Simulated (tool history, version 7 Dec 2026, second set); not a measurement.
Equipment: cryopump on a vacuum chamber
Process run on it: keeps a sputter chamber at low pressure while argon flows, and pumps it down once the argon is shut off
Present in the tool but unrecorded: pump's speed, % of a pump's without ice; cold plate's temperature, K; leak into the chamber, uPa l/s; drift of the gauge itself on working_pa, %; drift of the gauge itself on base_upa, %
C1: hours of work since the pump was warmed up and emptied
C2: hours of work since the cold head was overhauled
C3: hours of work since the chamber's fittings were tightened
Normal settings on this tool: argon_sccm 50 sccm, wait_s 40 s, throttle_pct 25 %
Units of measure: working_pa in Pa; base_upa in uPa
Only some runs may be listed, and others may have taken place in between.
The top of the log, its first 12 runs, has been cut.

Run 13, day 10.492: usual settings but argon_sccm 20 sccm; C1 31; C2 802; C3 115. Result: working_pa 0.063 Pa, base_upa 0.91 uPa.
Run 14, day 11.433: usual settings but argon_sccm 20 sccm, wait_s 76 s; C1 50; C2 820; C3 134. Result: working_pa 0.0633 Pa, base_upa 0.53 uPa.
Run 15, day 11.921: usual settings but argon_sccm 20 sccm, wait_s 76 s; C1 59; C2 830; C3 143. Result: working_pa 0.063 Pa, base_upa 0.54 uPa.
Run 16, day 12.346: usual settings but argon_sccm 28 sccm; C1 67; C2 838; C3 152. Result: working_pa 0.0882 Pa, base_upa 0.92 uPa.
Run 17, day 13.154: usual settings but argon_sccm 24 sccm; C1 83; C2 854; C3 167. Result: working_pa 0.0754 Pa, base_upa 0.9 uPa.
Run 18, day 13.604: usual settings but wait_s 91 s, throttle_pct 20 %; C1 92; C2 863; C3 176. Result: working_pa 0.1972 Pa, base_upa 0.52 uPa.
Run 19, day 14.146: usual settings but argon_sccm 58 sccm, wait_s 292 s, throttle_pct 44 %; C1 103; C2 874; C3 187. Result: working_pa 0.1041 Pa, base_upa 0.32 uPa.
Run 20, day 15.15: usual settings but argon_sccm 58 sccm, wait_s 292 s, throttle_pct 44 %; C1 122; C2 893; C3 207. Result: working_pa 0.1033 Pa, base_upa 0.33 uPa.
Run 21, day 16.15: usual settings but argon_sccm 24 sccm, throttle_pct 47 %; C1 142; C2 913; C3 226. Result: working_pa 0.0405 Pa, base_upa 0.9 uPa.
Run 22, day 16.646: usual settings but argon_sccm 39 sccm, wait_s 189 s, throttle_pct 47 %; C1 152; C2 922; C3 236. Result: working_pa 0.0663 Pa, base_upa 0.4 uPa.
Run 23, day 17.342: usual settings but argon_sccm 39 sccm, wait_s 189 s, throttle_pct 47 %; C1 165; C2 936; C3 249. Result: working_pa 0.0662 Pa, base_upa 0.37 uPa.
Run 24, day 18.162: usual settings but argon_sccm 58 sccm, wait_s 188 s, throttle_pct 39 %; C1 181; C2 952; C3 266. Result: working_pa 0.1184 Pa, base_upa 0.38 uPa.
Run 25, day 18.592: usual settings but argon_sccm 60 sccm, wait_s 77 s, throttle_pct 55 %; C1 190; C2 961; C3 274. Result: working_pa 0.0877 Pa, base_upa 0.6 uPa.
Run 26, day 19.638: usual settings but argon_sccm 26 sccm, wait_s 57 s, throttle_pct 56 %; C1 210; C2 981; C3 294. Result: working_pa 0.0372 Pa, base_upa 0.77 uPa.
Run 27, day 20.467: usual settings but throttle_pct 18 %; C1 226; C2 997; C3 311. Result: working_pa 0.2188 Pa, base_upa 0.99 uPa.
Run 28, day 21.521: usual settings but wait_s 173 s, throttle_pct 30 %; C1 247; C2 1018; C3 331. Result: working_pa 0.1325 Pa, base_upa 0.39 uPa.
Run 29, day 22.142: usual settings but wait_s 57 s; C1 259; C2 1030; C3 343. Result: working_pa 0.1576 Pa, base_upa 0.79 uPa.
Run 30, day 23.05: usual settings but wait_s 57 s; C1 277; C2 1048; C3 361. Result: working_pa 0.1579 Pa, base_upa 0.77 uPa.
Run 31, day 23.688: usual settings but argon_sccm 30 sccm, wait_s 65 s, throttle_pct 30 %; C1 289; C2 1060; C3 374. Result: working_pa 0.079 Pa, base_upa 0.72 uPa.
Run 32, day 24.592: usual settings but argon_sccm 30 sccm, wait_s 65 s, throttle_pct 30 %; C1 307; C2 1078; C3 391. Result: working_pa 0.0793 Pa, base_upa 0.68 uPa.
Run 33, day 25.033: usual settings but argon_sccm 66 sccm, throttle_pct 16 %; C1 316; C2 1087; C3 400. Result: working_pa 0.3259 Pa, base_upa 1 uPa.
Run 34, day 25.754: usual settings but argon_sccm 28 sccm, wait_s 245 s, throttle_pct 16 %; C1 330; C2 1101; C3 414. Result: working_pa 0.1387 Pa, base_upa 0.4 uPa.

Below are 4 alternative next runs, each starting from the tool's condition after run 34. Predict each:
Run A, day 26.4: usual settings but wait_s 34 s, throttle_pct 20 %; C1 343; C2 1113; C3 427. Result: working_pa ?, base_upa ?.
Run B, day 26.4: usual settings but argon_sccm 36 sccm, wait_s 82 s, throttle_pct 28 %; C1 343; C2 1113; C3 427. Result: working_pa ?, base_upa ?.
Run C, day 26.4: usual settings but argon_sccm 67 sccm, wait_s 29 s, throttle_pct 16 %; C1 343; C2 1113; C3 427. Result: working_pa ?, base_upa ?.
Run D, day 26.4: usual settings but argon_sccm 28 sccm, wait_s 266 s, throttle_pct 22 %; C1 343; C2 1113; C3 427. Result: working_pa ?, base_upa ?.

run  working_pa  base_upa
  A      0.1984       1.1
  B      0.1019      0.66
  C      0.3325       1.3
  D      0.1006       0.4
Had the tool no hidden state, the same runs would have come out as:
run  working_pa  base_upa
  A      0.1954      0.95
  B      0.0998       0.5
  C      0.3285      1.14
  D      0.0989      0.24
